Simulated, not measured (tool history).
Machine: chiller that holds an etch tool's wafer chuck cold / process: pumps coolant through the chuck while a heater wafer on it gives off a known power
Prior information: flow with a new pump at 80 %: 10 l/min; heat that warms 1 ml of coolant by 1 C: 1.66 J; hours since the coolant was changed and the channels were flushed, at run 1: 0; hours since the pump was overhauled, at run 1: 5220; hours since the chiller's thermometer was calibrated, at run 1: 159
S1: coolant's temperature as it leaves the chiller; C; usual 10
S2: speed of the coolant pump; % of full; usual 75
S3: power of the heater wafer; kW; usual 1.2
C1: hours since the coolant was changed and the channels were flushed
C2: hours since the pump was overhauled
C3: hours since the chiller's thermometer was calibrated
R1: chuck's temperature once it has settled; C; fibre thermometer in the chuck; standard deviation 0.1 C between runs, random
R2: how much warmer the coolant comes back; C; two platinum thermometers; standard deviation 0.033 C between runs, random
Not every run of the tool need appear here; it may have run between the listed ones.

run	hour	S1	S2	S3	C1	C2	C3	R1	R2
1	0	10	75	1.2	0	5220	159	20.7	4.58
2	137.3	7	75	1.2	137	5358	296	17.8	4.62
3	277.5	7	75	1.2	277	5498	436	17.8	4.64
4	393.8	7	75	1.2	394	5614	553	17.8	4.81
5	482.7	7	75	1.2	483	5703	642	17.7	4.81
6	564.3	10	75	1.2	564	5784	723	20.6	4.8
7	645.3	10	75	1.2	645	5865	804	20.7	4.8
8	740.1	10	75	1.2	740	5960	899	20.5	4.87
9	864.7	10	79	0.938	865	6085	1024	18.2	3.72
10	938.3	10	79	0.938	938	6158	1097	18.2	3.74
11	1022.6	17	100	1.366	1023	6243	1181	27.4	4.35
12	1121.4	3	84	0.643	1121	6342	1280	8.2	2.56
13	1230.6	3	84	0.643	1231	6451	1389	8.6	2.64
14	1328.3	18	84	1.259	1328	6549	1487	28.4	4.79
# hour 1407: gauge calibrated
15	1430.6	18	84	0.933	1431	6651	1589	25.6	3.22

Alternative continuations, all from the tool just after run 15; predict every row:
A	1516.2	18	86	1.2	1516	6736	1675	?	?
B	1516.2	12	66	0.771	1516	6736	1675	?	?
C	1516.2	10	76	1.184	1516	6736	1675	?	?

run	R1	R2
A	28	4.09
B	19.4	3.42
C	20.4	4.56
The same runs, with their run-to-run variation unchanged, on a tool lacking any hidden condition would have given:
run	R1	R2
A	28	4.05
B	19.4	3.38
C	20.3	4.52
